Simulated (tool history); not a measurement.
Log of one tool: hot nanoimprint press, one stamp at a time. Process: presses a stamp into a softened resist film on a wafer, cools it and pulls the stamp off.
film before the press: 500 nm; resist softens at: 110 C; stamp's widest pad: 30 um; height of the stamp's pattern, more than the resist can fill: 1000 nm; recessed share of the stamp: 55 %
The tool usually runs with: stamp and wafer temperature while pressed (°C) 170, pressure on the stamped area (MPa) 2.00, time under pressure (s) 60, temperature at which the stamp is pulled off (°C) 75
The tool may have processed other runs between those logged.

run,hour,stamp and wafer temperature while pressed (°C),pressure on the stamped area (MPa),time under pressure (s),temperature at which the stamp is pulled off (°C),resist left under the stamp's widest pad (nm),greatest force while the stamp is pulled off (N)
1,0.0,170,2.00,60,75,194.2,182
# hour 22.6: stamp cleaned and given a new release coat
2,24.2,170,2.00,60,75,195.0,121
3,33.4,170,2.00,60,75,196.5,123
4,49.6,170,2.00,60,75,196.3,126
5,65.4,170,2.00,60,75,195.6,125
6,85.4,170,2.00,60,75,195.8,129
7,104.8,170,2.68,60,75,166.9,134
8,123.5,170,2.00,60,62,198.5,169
9,133.0,170,2.00,60,62,198.9,160
10,143.6,170,2.00,60,62,198.0,178
11,156.4,170,2.00,60,62,197.4,173
# hour 160.8: plate thermocouple calibrated
12,174.2,170,2.00,93,75,171.2,143
13,194.4,170,2.00,60,76,198.7,146
14,208.5,181,2.94,41,60,118.5,183
15,219.7,163,2.46,60,75,243.1,151
16,239.4,170,1.92,83,63,184.5,185
17,259.8,170,1.92,83,63,185.3,184
# hour 269.3: plate thermocouple calibrated, once more
18,272.4,171,2.50,99,65,134.0,183
19,289.5,161,2.13,99,64,236.1,181
20,310.3,161,2.13,99,64,236.5,190
21,332.0,159,2.13,108,75,250.9,160
22,345.0,164,2.00,37,66,292.2,189

Below are 3 alternative next runs, each starting from the tool's condition after run 22. Predict each:
A,358.4,176,2.32,37,66,?,?
B,358.4,170,1.44,60,72,?,?
C,358.4,170,2.00,60,61,?,?

run,resist left under the stamp's widest pad (nm),greatest force while the stamp is pulled off (N)
A,167.5,193
B,235.2,171
C,196.4,201
With no hidden state in the tool, these same runs would have given:
run,resist left under the stamp's widest pad (nm),greatest force while the stamp is pulled off (N)
A,165.5,142
B,232.9,126
C,194.1,149

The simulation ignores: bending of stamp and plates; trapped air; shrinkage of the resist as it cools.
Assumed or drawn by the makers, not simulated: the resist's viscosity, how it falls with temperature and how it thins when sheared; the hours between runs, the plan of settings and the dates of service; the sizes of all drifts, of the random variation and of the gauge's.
